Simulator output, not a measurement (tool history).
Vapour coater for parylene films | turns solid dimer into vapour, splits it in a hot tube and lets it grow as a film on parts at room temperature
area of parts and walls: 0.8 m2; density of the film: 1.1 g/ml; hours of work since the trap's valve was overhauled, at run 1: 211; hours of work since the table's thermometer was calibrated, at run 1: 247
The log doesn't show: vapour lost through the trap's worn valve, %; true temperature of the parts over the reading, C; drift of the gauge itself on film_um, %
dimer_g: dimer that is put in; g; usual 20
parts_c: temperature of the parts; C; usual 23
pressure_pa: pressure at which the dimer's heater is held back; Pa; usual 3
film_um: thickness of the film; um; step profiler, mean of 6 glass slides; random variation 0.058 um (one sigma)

run	hour	dimer_g	parts_c	pressure_pa	hours of work since the trap's valve was overhauled	hours of work since the table's thermometer was calibrated	film_um
1	0	20	23	3	211	247	15.43
2	17.2	27	23	3	218	255	20.88
3	28.5	20	23	3	222	259	15.42
4	40	22	23	3	227	264	17.06
5	62.1	20	23	3.39	236	273	15.02
6	81.2	36	23	3	244	281	27.86
7	103.7	20	23	3	253	290	15.37
# hour 109.2: trap's valve overhauled
8	122.1	20	23	5.75	5	296	13.09
9	141.1	20	20	3	13	304	16.07
10	152.8	20	20	3	18	309	16.09
11	165.7	20	23	3.54	23	314	14.57
# hour 182.5: trap's valve overhauled, once more
12	190	20	23	3.54	3	322	15.3
13	204.6	31	20	3.07	9	328	25.84
14	218.4	31	20	3.07	15	334	25.95
15	237.3	9	19	3	23	342	7.64
16	258.9	9	19	3	31	351	7.66
17	283.2	20	23	3.48	41	361	15.23
18	293.4	23	27	11.07	46	365	12.47
19	311.7	21	17	6.12	53	372	15.94
20	324.2	21	19	3.43	58	377	17.39
21	340.3	21	18	3.15	65	384	18.15
22	364	21	18	3.15	75	394	18.01
23	386.9	20	16	2.42	84	403	19.06
24	397.7	20	16	2.42	89	408	19.07

Forecast each of these 4 alternatives for the next run:
A	414.8	33	26	3.2	96	415	?
B	414.8	11	16	2.42	96	415	?
C	414.8	28	16	2.42	96	415	?
D	414.8	20	22	8.92	96	415	?

run	film_um
A	23.98
B	10.39
C	26.53
D	12.6
Without the tool's hidden state the same runs would have given:
run	film_um
A	24.55
B	10.63
C	27.15
D	12.9
